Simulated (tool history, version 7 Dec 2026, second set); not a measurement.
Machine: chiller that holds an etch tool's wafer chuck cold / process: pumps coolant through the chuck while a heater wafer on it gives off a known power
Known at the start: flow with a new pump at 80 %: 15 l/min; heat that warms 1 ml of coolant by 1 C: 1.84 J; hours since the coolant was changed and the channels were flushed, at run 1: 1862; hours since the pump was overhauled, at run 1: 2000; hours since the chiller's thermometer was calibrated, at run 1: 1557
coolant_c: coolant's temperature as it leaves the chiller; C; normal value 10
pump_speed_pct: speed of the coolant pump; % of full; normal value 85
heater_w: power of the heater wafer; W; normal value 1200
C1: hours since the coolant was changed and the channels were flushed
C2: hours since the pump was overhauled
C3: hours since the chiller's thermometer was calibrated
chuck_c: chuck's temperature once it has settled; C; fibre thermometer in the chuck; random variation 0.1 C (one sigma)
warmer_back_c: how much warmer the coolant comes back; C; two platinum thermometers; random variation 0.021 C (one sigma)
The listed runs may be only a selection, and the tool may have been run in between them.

{"run": 1, "hour": 0.0, "coolant_c": 10, "pump_speed_pct": 85, "heater_w": 1200, "C1": 1862, "C2": 2000, "C3": 1557, "chuck_c": 25.0, "warmer_back_c": 2.56}
{"run": 2, "hour": 121.9, "coolant_c": 10, "pump_speed_pct": 85, "heater_w": 1200, "C1": 1983, "C2": 2122, "C3": 1679, "chuck_c": 25.1, "warmer_back_c": 2.59}
{"run": 3, "hour": 182.1, "coolant_c": 10, "pump_speed_pct": 97, "heater_w": 1200, "C1": 2044, "C2": 2182, "C3": 1739, "chuck_c": 24.2, "warmer_back_c": 2.26}
{"run": 4, "hour": 235.8, "coolant_c": 10, "pump_speed_pct": 97, "heater_w": 1200, "C1": 2097, "C2": 2236, "C3": 1793, "chuck_c": 24.1, "warmer_back_c": 2.29}
{"run": 5, "hour": 298.2, "coolant_c": 10, "pump_speed_pct": 97, "heater_w": 1200, "C1": 2160, "C2": 2298, "C3": 1855, "chuck_c": 24.2, "warmer_back_c": 2.27}
{"run": 6, "hour": 421.5, "coolant_c": 10, "pump_speed_pct": 65, "heater_w": 1200, "C1": 2283, "C2": 2422, "C3": 1979, "chuck_c": 27.3, "warmer_back_c": 3.46}
{"run": 7, "hour": 538.5, "coolant_c": 10, "pump_speed_pct": 85, "heater_w": 1200, "C1": 2400, "C2": 2539, "C3": 2096, "chuck_c": 25.5, "warmer_back_c": 2.61}
{"run": 8, "hour": 618.8, "coolant_c": 10, "pump_speed_pct": 85, "heater_w": 1550, "C1": 2480, "C2": 2619, "C3": 2176, "chuck_c": 29.8, "warmer_back_c": 3.37}
{"run": 9, "hour": 675.5, "coolant_c": 10, "pump_speed_pct": 85, "heater_w": 1550, "C1": 2537, "C2": 2676, "C3": 2233, "chuck_c": 29.8, "warmer_back_c": 3.41}
{"run": 10, "hour": 766.9, "coolant_c": 10, "pump_speed_pct": 85, "heater_w": 1550, "C1": 2628, "C2": 2767, "C3": 2324, "chuck_c": 30.1, "warmer_back_c": 3.42}
{"run": 11, "hour": 870.3, "coolant_c": 10, "pump_speed_pct": 85, "heater_w": 1550, "C1": 2732, "C2": 2870, "C3": 2427, "chuck_c": 30.2, "warmer_back_c": 3.41}
{"run": 12, "hour": 925.9, "coolant_c": 10, "pump_speed_pct": 85, "heater_w": 1550, "C1": 2787, "C2": 2926, "C3": 2483, "chuck_c": 30.2, "warmer_back_c": 3.39}
{"run": 13, "hour": 979.1, "coolant_c": 10, "pump_speed_pct": 85, "heater_w": 1550, "C1": 2841, "C2": 2979, "C3": 2536, "chuck_c": 30.2, "warmer_back_c": 3.42}
{"run": 14, "hour": 1073.5, "coolant_c": 10, "pump_speed_pct": 85, "heater_w": 1550, "C1": 2935, "C2": 3074, "C3": 2631, "chuck_c": 30.3, "warmer_back_c": 3.45}
{"run": 15, "hour": 1125.7, "coolant_c": 10, "pump_speed_pct": 85, "heater_w": 1550, "C1": 2987, "C2": 3126, "C3": 2683, "chuck_c": 30.4, "warmer_back_c": 3.41}
{"run": 16, "hour": 1220.6, "coolant_c": 10, "pump_speed_pct": 85, "heater_w": 1550, "C1": 3082, "C2": 3221, "C3": 2778, "chuck_c": 30.6, "warmer_back_c": 3.42}
{"run": 17, "hour": 1275.9, "coolant_c": 10, "pump_speed_pct": 85, "heater_w": 1550, "C1": 3137, "C2": 3276, "C3": 2833, "chuck_c": 30.8, "warmer_back_c": 3.42}
{"run": 18, "hour": 1347.5, "coolant_c": 12, "pump_speed_pct": 90, "heater_w": 845, "C1": 3209, "C2": 3347, "C3": 2905, "chuck_c": 23.1, "warmer_back_c": 1.77}
{"run": 19, "hour": 1445.9, "coolant_c": 12, "pump_speed_pct": 90, "heater_w": 845, "C1": 3307, "C2": 3446, "C3": 3003, "chuck_c": 23.6, "warmer_back_c": 1.78}
{"run": 20, "hour": 1543.2, "coolant_c": 12, "pump_speed_pct": 90, "heater_w": 845, "C1": 3405, "C2": 3543, "C3": 3100, "chuck_c": 23.3, "warmer_back_c": 1.8}
{"run": 21, "hour": 1594.3, "coolant_c": 12, "pump_speed_pct": 62, "heater_w": 1260, "C1": 3456, "C2": 3594, "C3": 3152, "chuck_c": 31.9, "warmer_back_c": 3.88}
{"run": 22, "hour": 1698.1, "coolant_c": 12, "pump_speed_pct": 62, "heater_w": 1260, "C1": 3560, "C2": 3698, "C3": 3255, "chuck_c": 31.9, "warmer_back_c": 3.87}
{"run": 23, "hour": 1765.3, "coolant_c": 6, "pump_speed_pct": 66, "heater_w": 1370, "C1": 3627, "C2": 3765, "C3": 3322, "chuck_c": 27.3, "warmer_back_c": 3.98}
{"hour": 1821.0, "done": "coolant changed, channels flushed"}
{"run": 24, "hour": 1881.0, "coolant_c": 6, "pump_speed_pct": 66, "heater_w": 1370, "C1": 60, "C2": 3875, "C3": 3432, "chuck_c": 24.9, "warmer_back_c": 3.95}
{"run": 25, "hour": 1937.8, "coolant_c": 6, "pump_speed_pct": 66, "heater_w": 1370, "C1": 117, "C2": 3932, "C3": 3489, "chuck_c": 25.0, "warmer_back_c": 3.96}
{"run": 26, "hour": 2046.8, "coolant_c": 6, "pump_speed_pct": 66, "heater_w": 1370, "C1": 226, "C2": 4041, "C3": 3598, "chuck_c": 25.0, "warmer_back_c": 4.0}
{"run": 27, "hour": 2130.6, "coolant_c": 6, "pump_speed_pct": 77, "heater_w": 935, "C1": 310, "C2": 4125, "C3": 3682, "chuck_c": 18.6, "warmer_back_c": 2.31}
{"run": 28, "hour": 2230.5, "coolant_c": 14, "pump_speed_pct": 70, "heater_w": 994, "C1": 410, "C2": 4225, "C3": 3782, "chuck_c": 27.8, "warmer_back_c": 2.74}
{"hour": 2272.5, "done": "chiller's thermometer calibrated"}
{"run": 29, "hour": 2352.0, "coolant_c": 14, "pump_speed_pct": 70, "heater_w": 994, "C1": 530, "C2": 4345, "C3": 79, "chuck_c": 26.8, "warmer_back_c": 2.76}
{"run": 30, "hour": 2417.8, "coolant_c": 12, "pump_speed_pct": 64, "heater_w": 1200, "C1": 596, "C2": 4411, "C3": 145, "chuck_c": 28.4, "warmer_back_c": 3.61}
{"run": 31, "hour": 2506.8, "coolant_c": 14, "pump_speed_pct": 67, "heater_w": 1710, "C1": 685, "C2": 4500, "C3": 234, "chuck_c": 36.9, "warmer_back_c": 4.96}

How would selected steps in chuck_c from run to run divide? Give the signed amount a tool lacking its hidden state would still show from settings, what came in and random variation, and the signed amount left for the hidden state, including any gauge scatter that is not in both of the compared results.
The hidden state here: heat passed by the chuck's channels, % of clean ones'; flow at a given pump speed, % of a new pump's; coolant's true temperature over the reading, C; drift of the gauge itself on chuck_c, C; drift of the gauge itself on warmer_back_c, C.
Run 17 -> 18: coolant_c 10 -> 12, pump_speed_pct 85 -> 90, heater_w 1550 -> 845. chuck_c -7.7 C: hidden state -1.3, all else -6.4.
Run 20 -> 21: pump_speed_pct 90 -> 62, heater_w 845 -> 1260. chuck_c +8.6 C: hidden state +1.2, all else +7.4.
Run 23 -> 24: coolant changed, channels flushed. chuck_c -2.4 C: hidden state -2.1, all else -0.3.
Run 27 -> 28: coolant_c 6 -> 14, pump_speed_pct 77 -> 70, heater_w 935 -> 994. chuck_c +9.2 C: hidden state +0.1, all else +9.1.
Run 30 -> 31: coolant_c 12 -> 14, pump_speed_pct 64 -> 67, heater_w 1200 -> 1710. chuck_c +8.5 C: hidden state +0.6, all else +7.9.

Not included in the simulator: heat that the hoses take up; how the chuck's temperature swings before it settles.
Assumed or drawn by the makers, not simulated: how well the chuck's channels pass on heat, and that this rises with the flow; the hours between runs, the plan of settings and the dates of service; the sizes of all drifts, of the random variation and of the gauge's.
